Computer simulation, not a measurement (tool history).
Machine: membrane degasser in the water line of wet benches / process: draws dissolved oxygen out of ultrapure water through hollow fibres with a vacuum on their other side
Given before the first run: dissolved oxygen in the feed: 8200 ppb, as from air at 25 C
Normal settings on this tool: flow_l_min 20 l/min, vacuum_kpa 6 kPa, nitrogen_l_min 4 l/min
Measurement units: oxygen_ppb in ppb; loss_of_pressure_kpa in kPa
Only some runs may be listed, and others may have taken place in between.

run	hour	flow_l_min	vacuum_kpa	nitrogen_l_min	oxygen_ppb	loss_of_pressure_kpa
1	0	20	6	4	334.8	58.97
2	116.8	20	7.28	4	348.3	58.74
3	226.6	23	6	4	390.4	67.58
4	352.5	20	6	4	338.7	59.24
5	515.2	22	6	4	385.2	65.1
6	614.3	22	6	4	382	64.8
7	791.2	22	6	4	385.4	65.48
8	950.7	22	6	4	385	65.16
9	1082	17	6	4	279.5	50.41
10	1245.7	17	4.13	1.67	274.2	50.46
# hour 1386.2: vacuum gauge calibrated
11	1407.7	28	7.62	3.7	538.5	83.18
12	1605.4	27	7.62	3.7	530.8	80.02
13	1807.6	27	7.62	1.82	589.4	80.91
14	1966.3	27	7.62	1.82	595.3	80.79
15	2189.9	14	7.47	3.63	237.6	41.75
# hour 2231.9: vacuum gauge calibrated, once more
16	2326.1	20	7.38	8.91	339.8	60.23
17	2439.1	20	14.35	8.91	383.2	59.82

Forecast each of these 5 alternatives for the next run:
A	2652.4	27	10.07	2.04	?	?
B	2652.4	13	6	1.81	?	?
C	2652.4	17	3.7	5.36	?	?
D	2652.4	27	6	2.78	?	?
E	2652.4	26	8.54	8.91	?	?

run	oxygen_ppb	loss_of_pressure_kpa
A	647.3	81.42
B	219.4	39.19
C	261.5	50.82
D	511.5	81.23
E	472.1	78.43
Had the tool no hidden state, the same runs would have come out as:
run	oxygen_ppb	loss_of_pressure_kpa
A	602.4	78.66
B	196.3	37.86
C	231.7	49.09
D	467.1	78.48
E	429.1	75.77
